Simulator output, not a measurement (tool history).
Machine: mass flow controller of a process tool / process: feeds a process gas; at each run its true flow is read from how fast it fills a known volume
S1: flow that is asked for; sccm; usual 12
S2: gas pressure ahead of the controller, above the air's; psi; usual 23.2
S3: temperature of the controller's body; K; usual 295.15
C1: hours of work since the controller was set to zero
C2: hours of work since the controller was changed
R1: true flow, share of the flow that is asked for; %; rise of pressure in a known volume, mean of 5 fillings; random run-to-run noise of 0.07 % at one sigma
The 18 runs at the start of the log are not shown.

run 19 day=172.783 | S1=12 S2=25.8 S3=295.15 | C1=3862 C2=3862 | R1=98.43
run 20 day=184.954 | S1=12 S2=22.9 S3=295.15 | C1=4011 C2=4011 | R1=98.28
run 21 day=190.846 | S1=3 S2=23.2 S3=295.15 | C1=4083 C2=4083 | R1=92.94
run 22 day=203.838 | S1=3 S2=23.2 S3=295.15 | C1=4242 C2=4242 | R1=92.74
run 23 day=209.529 | S1=3 S2=23.2 S3=295.15 | C1=4312 C2=4312 | R1=92.64
run 24 day=215.908 | S1=3 S2=23.2 S3=295.15 | C1=4390 C2=4390 | R1=92.55
-- day=216.829 controller's zero set anew
run 25 day=224.762 | S1=16 S2=30.5 S3=295.15 | C1=97 C2=4498 | R1=98.76
run 26 day=232.750 | S1=16 S2=38.6 S3=297.15 | C1=195 C2=4596 | R1=99.21
run 27 day=245.267 | S1=16 S2=38.6 S3=297.15 | C1=348 C2=4750 | R1=99.15
run 28 day=253.450 | S1=5 S2=27.7 S3=296.15 | C1=449 C2=4850 | R1=94.65
run 29 day=259.204 | S1=5 S2=27.7 S3=296.15 | C1=519 C2=4920 | R1=94.73
run 30 day=271.871 | S1=5 S2=27.7 S3=296.15 | C1=674 C2=5075 | R1=94.52
run 31 day=282.738 | S1=5 S2=27.7 S3=296.15 | C1=807 C2=5209 | R1=94.48
run 32 day=289.396 | S1=5 S2=27.7 S3=296.15 | C1=889 C2=5290 | R1=94.44
-- day=292.496 controller's zero set anew, once more
run 33 day=296.496 | S1=2 S2=26.7 S3=296.15 | C1=49 C2=5377 | R1=99.25
run 34 day=302.971 | S1=2 S2=26.7 S3=296.15 | C1=128 C2=5456 | R1=99.10
run 35 day=312.912 | S1=12 S2=27.7 S3=296.15 | C1=250 C2=5578 | R1=100.33
run 36 day=319.496 | S1=12 S2=27.7 S3=296.15 | C1=331 C2=5659 | R1=100.21
run 37 day=329.092 | S1=12 S2=28.3 S3=295.15 | C1=448 C2=5776 | R1=100.03
run 38 day=334.650 | S1=5 S2=20.5 S3=295.15 | C1=516 C2=5844 | R1=99.09
run 39 day=341.246 | S1=2 S2=20.5 S3=308.15 | C1=597 C2=5925 | R1=99.24
run 40 day=350.258 | S1=2 S2=28.7 S3=309.15 | C1=708 C2=6035 | R1=99.36

5 ways to go on from here, each from the tool as it stands after run 40. What would each give?
run A day=363.029 | S1=5 S2=36.1 S3=295.15 | C1=864 C2=6192 | R1=?
run B day=363.029 | S1=9 S2=23.2 S3=295.15 | C1=864 C2=6192 | R1=?
run C day=363.029 | S1=18 S2=28.7 S3=293.15 | C1=864 C2=6192 | R1=?
run D day=363.029 | S1=12 S2=24.4 S3=299.15 | C1=864 C2=6192 | R1=?
run E day=363.029 | S1=12 S2=23.2 S3=307.15 | C1=864 C2=6192 | R1=?

run=A R1=99.34
run=B R1=99.58
run=C R1=100.20
run=D R1=100.36
run=E R1=101.31
Without the tool's unlogged condition, the same runs would have read:
run=A R1=99.31
run=B R1=99.07
run=C R1=99.39
run=D R1=99.69
run=E R1=100.65
